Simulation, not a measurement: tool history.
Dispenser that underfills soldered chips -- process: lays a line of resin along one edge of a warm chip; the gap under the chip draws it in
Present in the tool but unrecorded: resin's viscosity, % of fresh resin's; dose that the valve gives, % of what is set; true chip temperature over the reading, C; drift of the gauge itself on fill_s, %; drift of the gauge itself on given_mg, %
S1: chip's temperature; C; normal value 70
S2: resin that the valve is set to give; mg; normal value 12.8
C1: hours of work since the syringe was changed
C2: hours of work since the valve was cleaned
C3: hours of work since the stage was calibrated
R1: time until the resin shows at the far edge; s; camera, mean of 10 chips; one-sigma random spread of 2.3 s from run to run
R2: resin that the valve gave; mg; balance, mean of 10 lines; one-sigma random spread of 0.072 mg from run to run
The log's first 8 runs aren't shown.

run    day  S1    S2  C1   C2   C3     R1     R2
     1.658  -- new syringe of resin
  9  1.667  70  12.1   0   72  211  217.6  11.75
 10  1.892  70  12.1   4   75  215  298.3  11.65
 11  2.179  70  11.1   9   80  220  439.7  10.74
     2.308  -- new syringe of resin
 12  2.388  70  12.8   1   84  223  235.9  12.25
 13  2.675  70  12.8   6   88  228  348.5  12.23
 14  2.833  70  12.8   9   91  231  428.5  12.36
     2.971  -- new syringe of resin
 15  3.133  70  12.8   3   96  236  270.4  12.26
 16  3.392  70  12.8   7  100  240  375.5  12.06
 17  3.533  70  12.8   9  103  242  447.8  12.22
     3.638  -- dispensing valve cleaned and set on the balance
     3.662  -- new syringe of resin
 18  3.867  70  12.8   3    4  247  278.7  12.77
 19  4.042  70  12.8   6    7  250  341.7  12.80
 20  4.288  70  12.8  10   11  254  472.9  12.68
     4.312  -- new syringe of resin
 21  4.488  62  12.1   3   14  257  415.9  11.92

Run 22, settings as shown, results not yet in. Your forecast:
 22  4.617  68  11.1   5  16  259   ?   ?

{"run 22": {"R1": 367.7, "R2": 11.01}}
If the tool had no hidden condition, the same run with the same run-to-run variation would have returned R1 262.9 s, R2 11.08 mg.

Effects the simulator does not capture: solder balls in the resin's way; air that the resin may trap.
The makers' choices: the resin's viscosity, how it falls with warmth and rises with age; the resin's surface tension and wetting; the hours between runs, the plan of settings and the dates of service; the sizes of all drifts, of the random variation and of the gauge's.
